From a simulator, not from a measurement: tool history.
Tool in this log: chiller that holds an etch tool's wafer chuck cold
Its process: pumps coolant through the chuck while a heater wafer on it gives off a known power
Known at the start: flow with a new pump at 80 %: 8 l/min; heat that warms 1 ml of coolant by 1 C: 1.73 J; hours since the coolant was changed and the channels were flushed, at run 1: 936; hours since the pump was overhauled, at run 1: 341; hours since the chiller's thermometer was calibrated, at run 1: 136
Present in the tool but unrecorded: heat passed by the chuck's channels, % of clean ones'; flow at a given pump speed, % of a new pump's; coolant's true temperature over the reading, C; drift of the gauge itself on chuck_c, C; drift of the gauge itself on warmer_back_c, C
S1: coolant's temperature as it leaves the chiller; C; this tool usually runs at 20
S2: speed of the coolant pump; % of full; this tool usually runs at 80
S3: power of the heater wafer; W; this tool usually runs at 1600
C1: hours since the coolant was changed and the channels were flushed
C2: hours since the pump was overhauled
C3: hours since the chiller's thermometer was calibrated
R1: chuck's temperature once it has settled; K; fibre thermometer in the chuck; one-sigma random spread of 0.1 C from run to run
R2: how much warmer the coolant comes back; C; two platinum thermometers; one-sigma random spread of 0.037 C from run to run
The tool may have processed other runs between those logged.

{"run": 1, "day": 0.0, "S1": 20, "S2": 80, "S3": 1600, "C1": 936, "C2": 341, "C3": 136, "R1": 313.85, "R2": 6.94}
{"run": 2, "day": 4.758, "S1": 20, "S2": 80, "S3": 1679, "C1": 1050, "C2": 455, "C3": 250, "R1": 314.95, "R2": 7.38}
{"run": 3, "day": 9.433, "S1": 20, "S2": 80, "S3": 1679, "C1": 1162, "C2": 568, "C3": 363, "R1": 314.85, "R2": 7.36}
{"run": 4, "day": 13.433, "S1": 20, "S2": 80, "S3": 1600, "C1": 1258, "C2": 664, "C3": 458, "R1": 313.95, "R2": 6.99}
{"run": 5, "day": 17.208, "S1": 20, "S2": 80, "S3": 1600, "C1": 1349, "C2": 754, "C3": 549, "R1": 313.85, "R2": 7}
{"run": 6, "day": 19.812, "S1": 20, "S2": 80, "S3": 1600, "C1": 1411, "C2": 817, "C3": 612, "R1": 313.65, "R2": 7.01}
{"run": 7, "day": 23.442, "S1": 20, "S2": 80, "S3": 1600, "C1": 1498, "C2": 904, "C3": 699, "R1": 313.65, "R2": 7.08}
{"run": 8, "day": 26.85, "S1": 20, "S2": 80, "S3": 1600, "C1": 1580, "C2": 986, "C3": 780, "R1": 313.85, "R2": 7.09}
{"run": 9, "day": 30.396, "S1": 20, "S2": 80, "S3": 1600, "C1": 1665, "C2": 1071, "C3": 866, "R1": 313.65, "R2": 7.06}
{"run": 10, "day": 35.362, "S1": 20, "S2": 80, "S3": 1600, "C1": 1784, "C2": 1190, "C3": 985, "R1": 313.75, "R2": 7.07}
{"run": 11, "day": 39.362, "S1": 20, "S2": 80, "S3": 1600, "C1": 1880, "C2": 1286, "C3": 1081, "R1": 313.75, "R2": 7.03}
{"run": 12, "day": 42.875, "S1": 20, "S2": 80, "S3": 1600, "C1": 1965, "C2": 1370, "C3": 1165, "R1": 313.65, "R2": 7.07}
{"run": 13, "day": 45.288, "S1": 20, "S2": 80, "S3": 1600, "C1": 2022, "C2": 1428, "C3": 1223, "R1": 313.75, "R2": 7.13}
{"run": 14, "day": 49.783, "S1": 10, "S2": 80, "S3": 2298, "C1": 2130, "C2": 1536, "C3": 1331, "R1": 312.95, "R2": 10.2}
{"run": 15, "day": 52.338, "S1": 16, "S2": 72, "S3": 1989, "C1": 2192, "C2": 1597, "C3": 1392, "R1": 316.75, "R2": 9.89}
{"run": 16, "day": 55.517, "S1": 16, "S2": 72, "S3": 1989, "C1": 2268, "C2": 1674, "C3": 1469, "R1": 316.55, "R2": 9.87}
{"run": 17, "day": 59.533, "S1": 20, "S2": 68, "S3": 1722, "C1": 2364, "C2": 1770, "C3": 1565, "R1": 317.85, "R2": 9.06}
{"run": 18, "day": 63.292, "S1": 15, "S2": 75, "S3": 1600, "C1": 2455, "C2": 1860, "C3": 1655, "R1": 309.75, "R2": 7.73}
{"run": 19, "day": 67.308, "S1": 18, "S2": 96, "S3": 1600, "C1": 2551, "C2": 1957, "C3": 1752, "R1": 309.55, "R2": 5.97}
{"run": 20, "day": 71.788, "S1": 18, "S2": 96, "S3": 1600, "C1": 2659, "C2": 2064, "C3": 1859, "R1": 309.55, "R2": 5.98}
{"run": 21, "day": 76.025, "S1": 18, "S2": 96, "S3": 1600, "C1": 2760, "C2": 2166, "C3": 1961, "R1": 309.65, "R2": 6}
{"run": 22, "day": 79.721, "S1": 20, "S2": 79, "S3": 1600, "C1": 2849, "C2": 2254, "C3": 2049, "R1": 313.85, "R2": 7.33}
{"run": 23, "day": 82.958, "S1": 20, "S2": 79, "S3": 1600, "C1": 2927, "C2": 2332, "C3": 2127, "R1": 313.95, "R2": 7.33}
{"run": 24, "day": 87.417, "S1": 19, "S2": 85, "S3": 986, "C1": 3034, "C2": 2439, "C3": 2234, "R1": 304.15, "R2": 4.42}

Alternative continuations, all from the tool just after run 24; predict every row:
{"run": "A", "day": 92.2, "S1": 19, "S2": 87, "S3": 854, "C1": 3148, "C2": 2554, "C3": 2349, "R1": "?", "R2": "?"}
{"run": "B", "day": 92.2, "S1": 13, "S2": 78, "S3": 1948, "C1": 3148, "C2": 2554, "C3": 2349, "R1": "?", "R2": "?"}
{"run": "C", "day": 92.2, "S1": 27, "S2": 85, "S3": 1010, "C1": 3148, "C2": 2554, "C3": 2349, "R1": "?", "R2": "?"}
{"run": "D", "day": 92.2, "S1": 20, "S2": 80, "S3": 1164, "C1": 3148, "C2": 2554, "C3": 2349, "R1": "?", "R2": "?"}

run=A R1=302.65 R2=3.75
run=B R1=311.75 R2=9.09
run=C R1=312.75 R2=4.39
run=D R1=308.15 R2=5.38
With the hidden condition removed and each run's random variation left untouched, the same runs would have given:
run=A R1=302.65 R2=3.41
run=B R1=311.65 R2=8.74
run=C R1=312.75 R2=4.04
run=D R1=308.15 R2=5.03
